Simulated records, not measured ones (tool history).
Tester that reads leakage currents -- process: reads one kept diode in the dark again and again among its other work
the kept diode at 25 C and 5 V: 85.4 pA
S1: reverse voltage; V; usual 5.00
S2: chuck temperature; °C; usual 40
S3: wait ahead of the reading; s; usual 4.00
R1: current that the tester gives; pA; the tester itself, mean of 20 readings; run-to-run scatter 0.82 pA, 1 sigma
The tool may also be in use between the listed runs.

run	hour	S1	S2	S3	R1
1	0.0	5.00	40	4.00	256.58
2	189.2	5.00	40	4.00	255.52
3	312.9	5.00	40	4.00	255.31
4	514.1	5.00	40	0.74	253.38
5	632.2	5.00	40	4.00	252.72
# hour 654.8: chuck's temperature calibrated
6	773.9	5.00	40	4.00	240.82
7	930.8	5.00	40	4.00	241.10
8	1021.7	5.00	40	0.68	240.70
9	1194.2	5.00	40	4.00	240.63
10	1314.3	5.00	40	4.00	239.25
11	1420.8	5.00	40	4.00	239.16
# hour 1493.8: chuck's temperature calibrated, once more
# hour 1544.6: probe card cleaned and baked
12	1630.1	5.00	40	4.00	276.98
13	1778.1	5.00	40	4.00	277.76
# hour 1884.6: tester calibrated
14	1913.2	5.00	40	4.00	269.87
15	2042.9	5.00	40	4.00	265.77
16	2254.8	5.00	40	4.00	266.58
17	2473.4	5.00	40	4.00	266.09
18	2670.7	5.00	41	4.00	285.28
19	2856.7	1.70	49	3.46	305.20
20	3036.1	1.70	49	3.46	304.14
21	3156.4	1.70	49	3.46	304.28
22	3353.8	1.70	49	3.46	300.51
23	3482.5	5.00	40	3.15	260.98
24	3673.8	3.27	52	3.01	497.39
25	3769.5	6.56	29	0.65	129.32
26	3990.4	2.12	58	2.12	604.60
27	4207.7	11.46	30	2.81	181.36
# hour 4281.6: probe card cleaned and baked
28	4381.5	11.46	30	2.81	169.65
29	4509.7	11.46	30	2.81	170.67
30	4607.1	11.46	30	2.81	170.52
31	4786.8	11.46	30	2.81	170.20

Alternative continuations, all from the tool just after run 31; predict every row:
# hour 4874.7: chuck's temperature calibrated
A	4990.1	9.91	40	0.40	?
# hour 4874.7: chuck's temperature calibrated
B	4990.1	5.00	56	4.00	?
# hour 4874.7: chuck's temperature calibrated
C	4990.1	3.79	32	8.54	?

run	R1
A	379.63
B	843.88
C	133.11
Had the tool no hidden state, the same runs would have come out as:
run	R1
A	375.08
B	836.92
C	131.53
